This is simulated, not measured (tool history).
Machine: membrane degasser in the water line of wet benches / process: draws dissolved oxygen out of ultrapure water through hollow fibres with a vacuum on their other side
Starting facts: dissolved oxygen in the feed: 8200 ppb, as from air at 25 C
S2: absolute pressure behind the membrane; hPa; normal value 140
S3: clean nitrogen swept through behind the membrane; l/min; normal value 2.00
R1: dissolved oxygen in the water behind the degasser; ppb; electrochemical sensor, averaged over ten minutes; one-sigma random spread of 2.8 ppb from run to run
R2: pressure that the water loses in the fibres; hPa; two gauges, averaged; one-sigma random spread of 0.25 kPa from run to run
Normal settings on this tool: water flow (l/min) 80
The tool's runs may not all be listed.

{"run": 1, "day": 0.0, "water flow (l/min)": 80, "S2": 140, "S3": 2.0, "R1": 835.9, "R2": 683.9}
{"run": 2, "day": 4.104, "water flow (l/min)": 80, "S2": 140, "S3": 2.0, "R1": 837.3, "R2": 685.4}
{"run": 3, "day": 8.875, "water flow (l/min)": 80, "S2": 140, "S3": 2.0, "R1": 839.8, "R2": 684.2}
{"run": 4, "day": 12.679, "water flow (l/min)": 80, "S2": 140, "S3": 2.0, "R1": 840.4, "R2": 687.1}
{"run": 5, "day": 16.958, "water flow (l/min)": 80, "S2": 140, "S3": 2.0, "R1": 835.1, "R2": 689.3}
{"run": 6, "day": 21.275, "water flow (l/min)": 80, "S2": 140, "S3": 2.0, "R1": 842.4, "R2": 687.0}
{"run": 7, "day": 24.408, "water flow (l/min)": 80, "S2": 140, "S3": 2.0, "R1": 835.2, "R2": 684.7}
{"run": 8, "day": 28.679, "water flow (l/min)": 80, "S2": 344, "S3": 2.0, "R1": 2020.3, "R2": 682.1}
{"run": 9, "day": 32.942, "water flow (l/min)": 80, "S2": 273, "S3": 2.0, "R1": 1654.6, "R2": 686.4}
{"run": 10, "day": 35.817, "water flow (l/min)": 80, "S2": 161, "S3": 2.0, "R1": 975.8, "R2": 685.4}
{"run": 11, "day": 40.979, "water flow (l/min)": 80, "S2": 161, "S3": 2.0, "R1": 976.7, "R2": 683.9}
{"run": 12, "day": 44.888, "water flow (l/min)": 80, "S2": 176, "S3": 2.0, "R1": 1079.3, "R2": 682.4}
{"run": 13, "day": 48.729, "water flow (l/min)": 80, "S2": 140, "S3": 1.54, "R1": 1002.3, "R2": 681.9}
{"run": 14, "day": 51.271, "water flow (l/min)": 80, "S2": 140, "S3": 1.54, "R1": 1000.8, "R2": 687.8}
{"run": 15, "day": 54.15, "water flow (l/min)": 80, "S2": 248, "S3": 1.54, "R1": 1784.0, "R2": 678.0}
{"run": 16, "day": 56.467, "water flow (l/min)": 80, "S2": 248, "S3": 1.54, "R1": 1790.5, "R2": 685.6}
{"run": 17, "day": 60.408, "water flow (l/min)": 80, "S2": 244, "S3": 0.98, "R1": 2311.5, "R2": 681.7}
{"run": 18, "day": 64.758, "water flow (l/min)": 80, "S2": 244, "S3": 0.98, "R1": 2302.4, "R2": 691.1}
{"run": 19, "day": 69.029, "water flow (l/min)": 80, "S2": 131, "S3": 1.55, "R1": 923.4, "R2": 689.0}
{"run": 20, "day": 74.625, "water flow (l/min)": 80, "S2": 131, "S3": 1.55, "R1": 930.5, "R2": 685.5}
{"day": 80.046, "done": "vacuum gauge calibrated"}
{"run": 21, "day": 80.121, "water flow (l/min)": 80, "S2": 131, "S3": 1.55, "R1": 928.3, "R2": 686.5}
{"run": 22, "day": 85.629, "water flow (l/min)": 80, "S2": 131, "S3": 1.55, "R1": 921.4, "R2": 685.8}
{"run": 23, "day": 89.688, "water flow (l/min)": 80, "S2": 131, "S3": 1.55, "R1": 931.5, "R2": 683.2}
{"run": 24, "day": 92.412, "water flow (l/min)": 80, "S2": 131, "S3": 1.55, "R1": 924.2, "R2": 688.0}
{"run": 25, "day": 96.179, "water flow (l/min)": 77, "S2": 226, "S3": 1.55, "R1": 1598.4, "R2": 659.3}
{"run": 26, "day": 99.412, "water flow (l/min)": 77, "S2": 226, "S3": 1.55, "R1": 1591.0, "R2": 660.3}
{"run": 27, "day": 102.342, "water flow (l/min)": 80, "S2": 140, "S3": 1.23, "R1": 1160.6, "R2": 685.6}
{"run": 28, "day": 107.521, "water flow (l/min)": 80, "S2": 140, "S3": 1.23, "R1": 1163.4, "R2": 687.2}
{"run": 29, "day": 111.642, "water flow (l/min)": 61, "S2": 140, "S3": 1.7, "R1": 756.5, "R2": 522.9}
{"run": 30, "day": 115.708, "water flow (l/min)": 61, "S2": 140, "S3": 1.7, "R1": 756.8, "R2": 524.0}
{"run": 31, "day": 120.812, "water flow (l/min)": 55, "S2": 221, "S3": 1.38, "R1": 1332.9, "R2": 469.2}
{"run": 32, "day": 125.65, "water flow (l/min)": 63, "S2": 346, "S3": 0.93, "R1": 2785.6, "R2": 539.7}

Here are 4 independent what-if runs from the current tool condition. What would each one return?
{"run": "A", "day": 130.592, "water flow (l/min)": 80, "S2": 276, "S3": 2.73, "R1": "?", "R2": "?"}
{"run": "B", "day": 130.592, "water flow (l/min)": 80, "S2": 209, "S3": 2.9, "R1": "?", "R2": "?"}
{"run": "C", "day": 130.592, "water flow (l/min)": 103, "S2": 105, "S3": 3.34, "R1": "?", "R2": "?"}
{"run": "D", "day": 130.592, "water flow (l/min)": 63, "S2": 159, "S3": 0.93, "R1": "?", "R2": "?"}

run=A R1=1342.6 R2=682.4
run=B R1=982.6 R2=682.4
run=C R1=523.1 R2=882.2
run=D R1=1354.5 R2=543.6
With the hidden condition removed and each run's random variation left untouched, the same runs would have given:
run=A R1=1342.5 R2=682.0
run=B R1=982.5 R2=682.0
run=C R1=523.0 R2=881.7
run=D R1=1354.5 R2=543.3

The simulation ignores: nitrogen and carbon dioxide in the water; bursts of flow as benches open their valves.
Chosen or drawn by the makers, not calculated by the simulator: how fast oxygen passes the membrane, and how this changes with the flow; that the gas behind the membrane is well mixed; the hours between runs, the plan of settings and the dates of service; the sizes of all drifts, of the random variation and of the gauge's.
